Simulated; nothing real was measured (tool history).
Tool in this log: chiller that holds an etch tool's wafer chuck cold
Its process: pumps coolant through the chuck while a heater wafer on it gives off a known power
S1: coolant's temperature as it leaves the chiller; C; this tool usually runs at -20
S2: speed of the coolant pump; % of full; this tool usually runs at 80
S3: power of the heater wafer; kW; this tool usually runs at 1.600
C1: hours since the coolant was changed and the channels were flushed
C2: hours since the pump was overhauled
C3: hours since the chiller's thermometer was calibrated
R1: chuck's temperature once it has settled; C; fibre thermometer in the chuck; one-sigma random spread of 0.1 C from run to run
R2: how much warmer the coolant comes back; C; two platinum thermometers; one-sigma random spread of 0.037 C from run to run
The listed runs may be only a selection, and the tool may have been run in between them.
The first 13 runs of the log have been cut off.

| run | day | S1 | S2 | S3 | C1 | C2 | C3 | R1 | R2 |
|---|---|---|---|---|---|---|---|---|---|
| 14 | 64.125 | -20 | 99 | 1.600 | 2830 | 3097 | 353 | -8.7 | 5.76 |
| 15 | 70.246 | -20 | 80 | 1.600 | 2977 | 3244 | 500 | -6.2 | 7.46 |
| 16 | 73.567 | -20 | 80 | 1.600 | 3056 | 3324 | 580 | -6.2 | 7.40 |
| 17 | 78.246 | -20 | 80 | 1.600 | 3169 | 3436 | 692 | -6.1 | 7.44 |
| 18 | 84.258 | -13 | 93 | 1.863 | 3313 | 3581 | 836 | 1.0 | 7.37 |
| 19 | 87.704 | -13 | 93 | 1.863 | 3396 | 3663 | 919 | 1.1 | 7.39 |
| 20 | 92.150 | -13 | 93 | 1.863 | 3502 | 3770 | 1026 | 1.0 | 7.33 |
| 21 | 96.129 | -12 | 78 | 1.537 | 3598 | 3866 | 1121 | 1.9 | 7.49 |
| 22 | 101.854 | -14 | 80 | 1.851 | 3735 | 4003 | 1259 | 2.5 | 8.71 |
| 23 | 105.354 | -27 | 73 | 2.143 | 3819 | 4087 | 1343 | -6.3 | 11.28 |
| 24 | 110.029 | -27 | 73 | 2.143 | 3931 | 4199 | 1455 | -6.1 | 11.26 |
| 25 | 115.154 | -27 | 73 | 2.143 | 4054 | 4322 | 1578 | -6.0 | 11.29 |
| 26 | 121.625 | -15 | 97 | 2.143 | 4210 | 4477 | 1733 | 1.1 | 8.18 |
| 27 | 125.046 | -24 | 80 | 1.108 | 4292 | 4560 | 1815 | -14.1 | 5.33 |
| 28 | 132.021 | -16 | 91 | 1.600 | 4459 | 4727 | 1983 | -3.2 | 6.63 |
| 29 | 138.967 | -16 | 91 | 1.600 | 4626 | 4894 | 2149 | -3.2 | 6.60 |
| 30 | 145.546 | -20 | 73 | 1.749 | 4784 | 5052 | 2307 | -2.4 | 9.35 |
| 31 | 151.242 | -20 | 73 | 1.749 | 4921 | 5188 | 2444 | -2.4 | 9.47 |
| 32 | 155.183 | -20 | 73 | 1.749 | 5015 | 5283 | 2539 | -2.4 | 9.46 |

Forecast each of these 4 alternatives for the next run:
| A | 158.175 | -11 | 62 | 1.749 | 5087 | 5355 | 2610 | ? | ? |
| B | 158.175 | -23 | 83 | 1.203 | 5087 | 5355 | 2610 | ? | ? |
| C | 158.175 | -22 | 88 | 1.719 | 5087 | 5355 | 2610 | ? | ? |
| D | 158.175 | -13 | 73 | 2.312 | 5087 | 5355 | 2610 | ? | ? |

| run | R1 | R2 |
|---|---|---|
| A | 9.8 | 11.47 |
| B | -12.3 | 5.69 |
| C | -7.5 | 7.51 |
| D | 10.5 | 12.48 |
Without the tool's hidden state the same runs would have given:
| run | R1 | R2 |
|---|---|---|
| A | 6.4 | 10.31 |
| B | -14.0 | 5.11 |
| C | -9.9 | 6.75 |
| D | 6.6 | 11.21 |

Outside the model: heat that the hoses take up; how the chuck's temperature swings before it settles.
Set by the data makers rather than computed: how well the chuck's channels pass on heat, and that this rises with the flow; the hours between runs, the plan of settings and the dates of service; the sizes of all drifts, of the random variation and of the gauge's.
